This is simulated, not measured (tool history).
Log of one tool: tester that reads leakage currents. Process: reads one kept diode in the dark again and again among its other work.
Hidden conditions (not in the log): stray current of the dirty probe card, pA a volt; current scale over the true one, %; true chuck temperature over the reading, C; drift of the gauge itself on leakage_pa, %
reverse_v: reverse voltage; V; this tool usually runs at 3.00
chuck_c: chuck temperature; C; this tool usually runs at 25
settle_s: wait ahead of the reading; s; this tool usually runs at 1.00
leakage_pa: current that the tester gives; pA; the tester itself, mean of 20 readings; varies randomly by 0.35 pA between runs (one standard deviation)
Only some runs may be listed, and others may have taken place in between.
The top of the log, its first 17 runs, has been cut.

run     day  reverse_v  chuck_c  settle_s  hours of work since the probe card was cleaned  hours of work since the tester was calibrated  hours of work since the chuck was calibrated  leakage_pa
 18  32.358       3.00       25      1.00                                             876                                            187                                           876      105.21
 19  33.508       1.11       25      1.00                                             897                                            209                                           897       76.55
     34.179  -- tester calibrated, once more
 20  36.104       1.11       25      1.00                                             943                                             35                                           943       77.02
 21  37.925      17.09       25      1.00                                             977                                             69                                           977      196.19
 22  39.442      14.59       35      1.00                                            1004                                             97                                          1004      379.35
 23  40.671      14.59       35      1.00                                            1027                                            119                                          1027      379.24
 24  42.183       3.00       41      1.00                                            1055                                            147                                          1055      343.44
 25  43.288       1.47       41      1.76                                            1075                                            168                                          1075      274.34
 26  44.562       1.47       41      1.76                                            1099                                            191                                          1099      273.87
 27  46.625       1.47       41      1.76                                            1137                                            229                                          1137      271.77
 28  48.333       1.47       41      1.76                                            1168                                            260                                          1168      271.85
 29  49.667       3.00       60      1.00                                            1193                                            285                                          1193     1212.99
 30  51.904       1.50       29      9.49                                            1234                                            326                                          1234      112.79
 31  53.767       1.50       29      9.49                                            1268                                            360                                          1268      111.50
 32  55.296       4.89       42      1.00                                            1296                                            388                                          1296      423.05
 33  57.288       4.89       42      1.00                                            1333                                            425                                          1333      418.38
 34  59.675       4.89       42      1.00                                            1377                                            469                                          1377      419.77
 35  61.058       4.89       42      1.00                                            1402                                            494                                          1402      418.57
 36  62.142       1.01       25      0.56                                            1422                                            514                                          1422       71.16

Estimate the outcome of run 37 from the log above:
 37  63.258       1.01       38      0.56                                            1442                                            535                                          1442           ?

leakage_pa: 188.62 pA
Without the tool's hidden state the same run would have given leakage_pa 217.08 pA.
